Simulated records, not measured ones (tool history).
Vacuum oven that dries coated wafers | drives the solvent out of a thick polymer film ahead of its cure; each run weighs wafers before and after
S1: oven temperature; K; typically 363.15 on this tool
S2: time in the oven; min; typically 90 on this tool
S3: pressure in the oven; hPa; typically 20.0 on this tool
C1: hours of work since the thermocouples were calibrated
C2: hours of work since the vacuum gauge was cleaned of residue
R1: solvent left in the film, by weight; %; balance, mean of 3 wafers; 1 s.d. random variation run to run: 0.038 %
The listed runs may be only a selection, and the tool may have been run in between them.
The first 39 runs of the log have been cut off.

run,day,S1,S2,S3,C1,C2,R1
40,45.567,366.15,69,14.5,420,21,3.59
41,46.346,365.15,100,13.4,435,35,2.25
42,47.396,365.15,100,13.4,455,55,2.24
43,48.604,368.15,57,38.5,478,78,5.12
44,49.638,363.15,64,20.0,497,98,4.99
45,50.783,359.15,105,20.0,519,120,3.73
46,51.846,359.15,105,20.0,539,140,3.77
47,53.042,359.15,105,20.0,562,163,3.82

Predict each of these 4 candidate next runs independently; none follows another, all start after run 47:
A,54.646,373.15,90,20.0,593,193,?
B,54.646,376.15,48,76.4,593,193,?
C,54.646,359.15,120,14.8,593,193,?
D,54.646,373.15,90,16.3,593,193,?

run,R1
A,1.64
B,5.17
C,2.91
D,1.44
What these runs would have given with no unlogged condition in the tool:
run,R1
A,1.63
B,5.17
C,2.91
D,1.44
